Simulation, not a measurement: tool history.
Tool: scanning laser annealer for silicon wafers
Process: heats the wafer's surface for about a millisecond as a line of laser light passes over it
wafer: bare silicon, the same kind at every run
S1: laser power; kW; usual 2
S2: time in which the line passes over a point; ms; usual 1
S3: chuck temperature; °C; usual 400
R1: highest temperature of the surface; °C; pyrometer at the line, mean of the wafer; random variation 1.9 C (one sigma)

run   hour     S1    S2   S3    R1
  1      0      2     1  400  1222
  2   34.2      2     1  400  1224
  3   63.8      2     1  400  1227
  4   95.3      2     1  400  1221
  5    139      2     1  400  1222
  6  181.1      2  1.09  409  1273
     186.8  -- window over the wafer cleaned
  7  224.3      2     1  372  1192
  8  254.8      2  0.82  372  1103
  9  316.3  2.073  0.99  400  1254
 10  356.8  1.995  1.12  426  1293

Forecast each of these 3 alternatives for the next run:
  A  401.5  1.928  1.08  405   ?
  B  401.5  1.995  1.12  431   ?
  C  401.5  1.995   0.8  418   ?

run    R1
  A  1221
  B  1300
  C  1133
Without the tool's hidden state the same runs would have given:
run    R1
  A  1235
  B  1314
  C  1145

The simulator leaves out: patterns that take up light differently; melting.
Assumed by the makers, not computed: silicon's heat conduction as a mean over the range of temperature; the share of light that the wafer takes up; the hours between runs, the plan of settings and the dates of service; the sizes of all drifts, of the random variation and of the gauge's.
